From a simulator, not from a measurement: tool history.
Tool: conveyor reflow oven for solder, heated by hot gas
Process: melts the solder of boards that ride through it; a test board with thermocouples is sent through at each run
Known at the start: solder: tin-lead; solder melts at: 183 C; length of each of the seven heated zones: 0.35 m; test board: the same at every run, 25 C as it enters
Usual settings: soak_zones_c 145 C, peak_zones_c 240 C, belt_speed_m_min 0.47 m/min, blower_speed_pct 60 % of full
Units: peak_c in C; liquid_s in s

| run | hour | soak_zones_c | peak_zones_c | belt_speed_m_min | blower_speed_pct | peak_c | liquid_s |
|---|---|---|---|---|---|---|---|
| 1 | 0 | 145 | 240 | 0.47 | 60 | 227.4 | 78.4 |
| 2 | 11.4 | 145 | 240 | 0.47 | 60 | 227.6 | 78.5 |
| 3 | 19.3 | 145 | 240 | 0.47 | 60 | 227.5 | 78.3 |
| 4 | 27.6 | 145 | 240 | 0.47 | 72 | 229.4 | 79.8 |
| 5 | 40 | 145 | 240 | 0.47 | 72 | 229.2 | 79.8 |
| 6 | 49.5 | 145 | 240 | 0.47 | 72 | 229.5 | 79.9 |
| 7 | 64.9 | 138 | 240 | 0.534 | 61 | 222.3 | 62.8 |
|  | 73.2 | flux residue cleaned out of gas plates and filters |
| 8 | 85.6 | 145 | 231 | 0.54 | 81 | 220.3 | 63.7 |
| 9 | 99 | 138 | 244 | 0.54 | 81 | 230.6 | 67.4 |
| 10 | 112.8 | 134 | 231 | 0.453 | 71 | 221.9 | 73.4 |

3 ways to go on from here, each from the tool as it stands after run 10. What would each give?
| A | 126.6 | 153 | 240 | 0.47 | 60 | ? | ? |
| B | 126.6 | 155 | 231 | 0.502 | 71 | ? | ? |
| C | 126.6 | 139 | 240 | 0.47 | 71 | ? | ? |

| run | peak_c | liquid_s |
|---|---|---|
| A | 229.6 | 83.6 |
| B | 222.1 | 74.8 |
| C | 229.5 | 77.8 |
Without the tool's hidden state the same runs would have given:
| run | peak_c | liquid_s |
|---|---|---|
| A | 228.1 | 82.5 |
| B | 220.7 | 73.7 |
| C | 228 | 76.7 |
